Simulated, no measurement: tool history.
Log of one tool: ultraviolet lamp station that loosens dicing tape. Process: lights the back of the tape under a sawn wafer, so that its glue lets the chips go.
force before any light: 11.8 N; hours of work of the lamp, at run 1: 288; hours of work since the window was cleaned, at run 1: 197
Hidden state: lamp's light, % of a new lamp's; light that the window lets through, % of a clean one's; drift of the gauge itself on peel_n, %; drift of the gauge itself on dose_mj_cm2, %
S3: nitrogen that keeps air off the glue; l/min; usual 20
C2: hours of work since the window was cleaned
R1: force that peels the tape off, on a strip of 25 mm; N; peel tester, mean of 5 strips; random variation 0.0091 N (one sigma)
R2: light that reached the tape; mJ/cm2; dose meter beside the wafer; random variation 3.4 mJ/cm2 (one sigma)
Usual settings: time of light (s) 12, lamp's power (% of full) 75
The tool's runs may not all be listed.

Run 1, day 0: usual settings; hours of work of the lamp 288; C2 197. Result: R1 0.523 N, R2 464 mJ/cm2.
Run 2, day 0.458: usual settings; hours of work of the lamp 295; C2 204. Result: R1 0.498 N, R2 467 mJ/cm2.
Run 3, day 0.858: usual settings; hours of work of the lamp 301; C2 210. Result: R1 0.527 N, R2 459 mJ/cm2.
Run 4, day 1.367: usual settings; hours of work of the lamp 309; C2 217. Result: R1 0.528 N, R2 462 mJ/cm2.
Run 5, day 1.758: usual settings; hours of work of the lamp 315; C2 223. Result: R1 0.526 N, R2 460 mJ/cm2.
Run 6, day 2.292: usual settings; hours of work of the lamp 323; C2 231. Result: R1 0.524 N, R2 464 mJ/cm2.
Run 7, day 2.758: usual settings; hours of work of the lamp 330; C2 238. Result: R1 0.54 N, R2 457 mJ/cm2.
Run 8, day 3.283: usual settings; hours of work of the lamp 338; C2 246. Result: R1 0.565 N, R2 455 mJ/cm2.
Run 9, day 3.754: usual settings but time of light (s) 8; hours of work of the lamp 345; C2 253. Result: R1 1.286 N, R2 305 mJ/cm2.
Run 10, day 4.275: usual settings but time of light (s) 8, S3 27 l/min; hours of work of the lamp 353; C2 261. Result: R1 0.973 N, R2 303 mJ/cm2.
Run 11, day 4.662: usual settings but time of light (s) 24; hours of work of the lamp 359; C2 267. Result: R1 0.247 N, R2 902 mJ/cm2.
Run 12, day 5.179: usual settings but S3 8 l/min; hours of work of the lamp 367; C2 275. Result: R1 1.324 N, R2 441 mJ/cm2.
Run 13, day 5.538: usual settings but S3 8 l/min; hours of work of the lamp 372; C2 280. Result: R1 1.27 N, R2 439 mJ/cm2.
Run 14, day 6.208: usual settings but S3 8 l/min; hours of work of the lamp 382; C2 290. Result: R1 1.298 N, R2 445 mJ/cm2.
Run 15, day 6.704: usual settings but time of light (s) 14, lamp's power (% of full) 61, S3 8 l/min; hours of work of the lamp 390; C2 298. Result: R1 1.449 N, R2 410 mJ/cm2.
Run 16, day 7.033: usual settings but time of light (s) 14, lamp's power (% of full) 61, S3 8 l/min; hours of work of the lamp 394; C2 303. Result: R1 1.492 N, R2 418 mJ/cm2.
Run 17, day 7.446: usual settings but time of light (s) 14, lamp's power (% of full) 61; hours of work of the lamp 401; C2 309. Result: R1 0.652 N, R2 417 mJ/cm2.
Run 18, day 8: usual settings but time of light (s) 16, lamp's power (% of full) 63, S3 22 l/min; hours of work of the lamp 409; C2 317. Result: R1 0.461 N, R2 487 mJ/cm2.
Run 19, day 8.738: usual settings but S3 26 l/min; hours of work of the lamp 420; C2 329. Result: R1 0.483 N, R2 430 mJ/cm2.
Run 20, day 9.142: usual settings; hours of work of the lamp 426; C2 335. Result: R1 0.605 N, R2 427 mJ/cm2.
Run 21, day 9.858: usual settings; hours of work of the lamp 437; C2 346. Result: R1 0.618 N, R2 424 mJ/cm2.
Run 22, day 10.392: usual settings but time of light (s) 21, lamp's power (% of full) 73, S3 8 l/min; hours of work of the lamp 445; C2 354. Result: R1 0.487 N, R2 713 mJ/cm2.
Run 23, day 11.138: usual settings but lamp's power (% of full) 65, S3 8 l/min; hours of work of the lamp 456; C2 365. Result: R1 1.833 N, R2 368 mJ/cm2.

4 ways to go on from here, each from the tool as it stands after run 23. What would each give?
Run A, day 11.488: usual settings but lamp's power (% of full) 65, S3 18 l/min; hours of work of the lamp 462; C2 370. Result: R1 ?, R2 ?.
Run B, day 11.488: usual settings but time of light (s) 11, lamp's power (% of full) 91, S3 11 l/min; hours of work of the lamp 462; C2 370. Result: R1 ?, R2 ?.
Run C, day 11.488: usual settings but S3 39 l/min; hours of work of the lamp 462; C2 370. Result: R1 ?, R2 ?.
Run D, day 11.488: usual settings but lamp's power (% of full) 65, S3 8 l/min; hours of work of the lamp 462; C2 370. Result: R1 ?, R2 ?.

run     R1   R2
  A  0.933  365
  B  0.879  466
  C  0.403  415
  D  1.917  358
Without the tool's hidden state the same runs would have given:
run     R1   R2
  A  0.522  481
  B   0.49  616
  C  0.286  549
  D  1.141  474

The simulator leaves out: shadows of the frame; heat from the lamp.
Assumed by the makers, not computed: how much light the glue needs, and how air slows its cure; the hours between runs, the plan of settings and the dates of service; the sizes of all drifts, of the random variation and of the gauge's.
